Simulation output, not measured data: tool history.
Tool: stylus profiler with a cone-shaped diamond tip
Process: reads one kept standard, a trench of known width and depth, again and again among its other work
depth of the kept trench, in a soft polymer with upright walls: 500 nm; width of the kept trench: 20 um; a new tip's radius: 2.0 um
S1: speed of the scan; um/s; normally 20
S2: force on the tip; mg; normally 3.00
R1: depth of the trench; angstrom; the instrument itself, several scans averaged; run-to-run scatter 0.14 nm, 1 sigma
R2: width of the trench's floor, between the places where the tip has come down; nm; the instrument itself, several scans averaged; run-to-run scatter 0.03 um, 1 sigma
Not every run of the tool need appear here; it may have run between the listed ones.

run   hour  S1    S2      R1     R2
  1    0.0  20  3.00  5052.4  15960
  2   79.6  20  3.00  5053.0  15920
  3  173.5  20  3.00  5049.6  15900
  4  239.8  20  3.00  5051.3  15870
     280.6  -- new tip fitted, height scale calibrated
  5  297.9  20  3.00  5086.4  17370
  6  359.8  20  8.45  5169.4  17310
  7  453.0  20  8.45  5169.8  17230
  8  499.9  11  2.08  5063.5  17200
  9  543.5  11  2.08  5062.8  17090
     549.7  -- height scale calibrated on a step standard
 10  636.4   6  4.00  5098.1  17150
 11  689.1   7  6.41  5134.2  17140
 12  747.9  18  3.74  5091.5  16990
 13  789.3  60  1.06  5036.0  16600
 14  829.9  14  3.70  5090.3  16960

Below are 5 alternative next runs, each starting from the tool's condition after run 14. Predict each:
  A  870.6  20  1.18   ?   ?
  B  870.6   9  1.15   ?   ?
  C  870.6  10  3.00   ?   ?
  D  870.6  45  1.46   ?   ?
  E  870.6  14  3.00   ?   ?

run      R1     R2
  A  5038.3  16860
  B  5037.9  16930
  C  5075.0  16970
  D  5045.4  16680
  E  5078.2  16930
Stripped of hidden state, with their random variation kept, the same runs would have yielded:
run      R1     R2
  A  5045.7  17200
  B  5045.3  17270
  C  5082.5  17310
  D  5052.8  17020
  E  5085.7  17270

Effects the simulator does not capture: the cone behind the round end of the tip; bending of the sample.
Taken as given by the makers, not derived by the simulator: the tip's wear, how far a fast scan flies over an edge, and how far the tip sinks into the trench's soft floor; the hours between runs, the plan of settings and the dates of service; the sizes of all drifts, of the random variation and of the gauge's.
